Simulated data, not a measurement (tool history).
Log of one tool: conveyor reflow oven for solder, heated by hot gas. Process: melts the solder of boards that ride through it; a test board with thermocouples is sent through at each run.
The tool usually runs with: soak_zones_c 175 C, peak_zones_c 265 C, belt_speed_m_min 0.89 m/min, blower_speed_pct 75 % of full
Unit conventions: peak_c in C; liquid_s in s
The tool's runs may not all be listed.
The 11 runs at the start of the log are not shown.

run,hour,soak_zones_c,peak_zones_c,belt_speed_m_min,blower_speed_pct,hours of work since the flux was cleaned out,hours of work since the belt drive was overhauled,hours of work since the thermocouples were changed,peak_c,liquid_s
12,474.2,175,265,0.89,75,197,236,629,252.25,41.05
13,512.7,175,254,0.89,75,216,255,648,242.33,35.76
14,560.2,175,254,0.89,75,240,279,672,242.4,35.69
15,584.6,175,254,0.89,75,252,291,684,242.47,35.75
16,622.9,164,270,0.751,54,271,310,703,254.09,46.7
17,678.6,175,265,0.89,75,299,338,731,252.14,41.09
18,729.3,175,277,0.89,75,325,364,757,262.67,45.62
19,781.1,175,277,0.89,75,351,390,783,262.64,45.63
20,827,177,272,0.89,51,374,413,806,250.91,39.4
21,873.3,178,270,0.89,51,397,436,829,249.41,38.87
22,924.9,178,270,0.89,51,423,462,855,249.46,38.87
# hour 947.8: flux residue cleaned out of gas plates and filters
# hour 972.7: thermocouples of zones 6 and 7 changed
23,989.2,178,270,0.89,51,20,491,8,249.4,39.15
24,1020.6,175,258,1.028,75,36,507,24,241.55,29.62
25,1055.4,175,258,1.028,75,53,524,42,241.51,29.65
26,1107.3,187,265,0.89,75,79,550,68,253.56,45.61
27,1159.1,187,259,0.847,75,105,576,94,249.34,46.22
28,1184.3,187,259,0.847,75,118,589,106,249.32,46.26
29,1242.9,189,257,0.815,70,147,618,136,247.67,47.91
30,1281.4,187,257,0.878,54,167,638,155,241.82,38.13

Forecast each of these 4 alternatives for the next run:
A,1314.6,161,277,0.872,54,183,654,172,?,?
B,1314.6,187,279,0.878,82,183,654,172,?,?
C,1314.6,175,265,0.89,76,183,654,172,?,?
D,1314.6,183,267,0.721,75,183,654,172,?,?

run,peak_c,liquid_s
A,253.5,38.63
B,267.82,51.59
C,251.89,41.37
D,259.39,58.74
What these runs would have given with no unlogged condition in the tool:
run,peak_c,liquid_s
A,253.74,38.35
B,268.22,51.15
C,252.29,41.17
D,259.68,58.25

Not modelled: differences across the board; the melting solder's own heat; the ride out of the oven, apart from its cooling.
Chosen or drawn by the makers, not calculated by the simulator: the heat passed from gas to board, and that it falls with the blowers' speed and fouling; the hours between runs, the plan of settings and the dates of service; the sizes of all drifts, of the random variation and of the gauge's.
